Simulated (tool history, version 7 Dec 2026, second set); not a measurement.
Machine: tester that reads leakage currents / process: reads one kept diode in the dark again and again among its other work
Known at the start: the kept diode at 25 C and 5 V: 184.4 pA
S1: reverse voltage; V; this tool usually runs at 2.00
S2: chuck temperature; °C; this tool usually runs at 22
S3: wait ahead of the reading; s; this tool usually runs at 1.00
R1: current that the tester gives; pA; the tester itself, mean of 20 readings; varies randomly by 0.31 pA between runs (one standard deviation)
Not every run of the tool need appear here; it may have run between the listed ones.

| run | hour | S1 | S2 | S3 | R1 |
|---|---|---|---|---|---|
| 1 | 0.0 | 2.00 | 22 | 1.00 | 107.55 |
| 2 | 26.3 | 2.00 | 22 | 1.00 | 108.48 |
| 3 | 65.6 | 2.00 | 22 | 1.00 | 108.74 |
| 4 | 116.8 | 2.00 | 22 | 2.64 | 107.47 |
| 5 | 171.2 | 2.00 | 22 | 1.00 | 108.89 |
| 6 | 201.8 | 2.00 | 22 | 1.00 | 108.96 |
| 7 | 232.9 | 2.00 | 22 | 1.00 | 108.68 |
| 8 | 271.4 | 2.00 | 22 | 1.00 | 108.65 |
| 9 | 303.8 | 2.00 | 22 | 1.00 | 109.49 |
| 10 | 338.0 | 2.00 | 22 | 1.00 | 109.43 |
| 11 | 383.4 | 2.00 | 22 | 1.00 | 109.62 |
| 12 | 434.4 | 2.00 | 22 | 1.00 | 109.35 |
| 13 | 465.9 | 2.00 | 22 | 1.00 | 109.65 |
| 14 | 514.4 | 2.00 | 22 | 1.00 | 109.85 |
|  | 546.3 | tester calibrated |
| 15 | 563.1 | 2.00 | 22 | 1.00 | 107.17 |
| 16 | 609.2 | 2.00 | 22 | 1.00 | 107.44 |
| 17 | 658.3 | 2.00 | 22 | 1.00 | 107.31 |
| 18 | 687.4 | 2.00 | 22 | 1.00 | 108.04 |
| 19 | 731.8 | 2.00 | 22 | 1.00 | 108.35 |
| 20 | 788.7 | 2.00 | 22 | 1.00 | 108.36 |
| 21 | 835.6 | 2.00 | 22 | 1.00 | 108.56 |
| 22 | 880.9 | 2.61 | 25 | 1.00 | 151.18 |
| 23 | 905.6 | 2.61 | 42 | 1.00 | 498.80 |
| 24 | 929.9 | 1.71 | 22 | 1.00 | 101.52 |
| 25 | 971.9 | 1.71 | 22 | 1.00 | 101.67 |
| 26 | 1005.3 | 1.71 | 22 | 1.00 | 101.27 |
| 27 | 1038.3 | 2.79 | 22 | 1.00 | 126.00 |
| 28 | 1065.5 | 1.38 | 47 | 0.55 | 531.31 |
| 29 | 1111.3 | 2.00 | 44 | 1.27 | 509.23 |
| 30 | 1169.9 | 2.00 | 44 | 1.27 | 510.75 |
| 31 | 1208.9 | 2.00 | 38 | 2.21 | 343.23 |
| 32 | 1259.0 | 2.00 | 38 | 2.21 | 343.11 |
| 33 | 1303.1 | 10.23 | 38 | 2.77 | 686.47 |
|  | 1319.9 | chuck's temperature calibrated |
| 34 | 1345.3 | 10.23 | 38 | 2.77 | 657.69 |
| 35 | 1371.1 | 10.23 | 38 | 2.77 | 659.73 |
| 36 | 1426.1 | 1.48 | 26 | 4.96 | 123.61 |
| 37 | 1455.0 | 2.86 | 37 | 2.52 | 359.13 |
| 38 | 1483.0 | 2.86 | 37 | 2.52 | 358.94 |
| 39 | 1507.5 | 2.00 | 23 | 5.80 | 113.23 |
| 40 | 1555.7 | 2.00 | 23 | 5.80 | 113.34 |

Hidden state or all else? Some run-to-run changes of R1, split into what the settings, what came in and random variation would give without the hidden state, and what is left for the hidden state (with any gauge scatter that isn't in both results):
Unlogged tool condition in this case: stray current of the dirty probe card, pA a volt; current scale over the true one, %; true chuck temperature over the reading, C; drift of the gauge itself on leakage_pa, %.
Run 23 -> 24: S1 2.61 -> 1.71, S2 42 -> 22. R1 -397.28 pA: hidden state -16.98, all else -380.30.
Run 27 -> 28: S1 2.79 -> 1.38, S2 22 -> 47, S3 1.00 -> 0.55. R1 +405.31 pA: hidden state +14.31, all else +391.00.
Run 32 -> 33: S1 2.00 -> 10.23, S3 2.21 -> 2.77. R1 +343.36 pA: hidden state +31.27, all else +312.09.
Run 33 -> 34: chuck's temperature calibrated. R1 -28.78 pA: hidden state -27.83, all else -0.95.
Run 35 -> 36: S1 10.23 -> 1.48, S2 38 -> 26, S3 2.77 -> 4.96. R1 -536.12 pA: hidden state -20.09, all else -516.03.
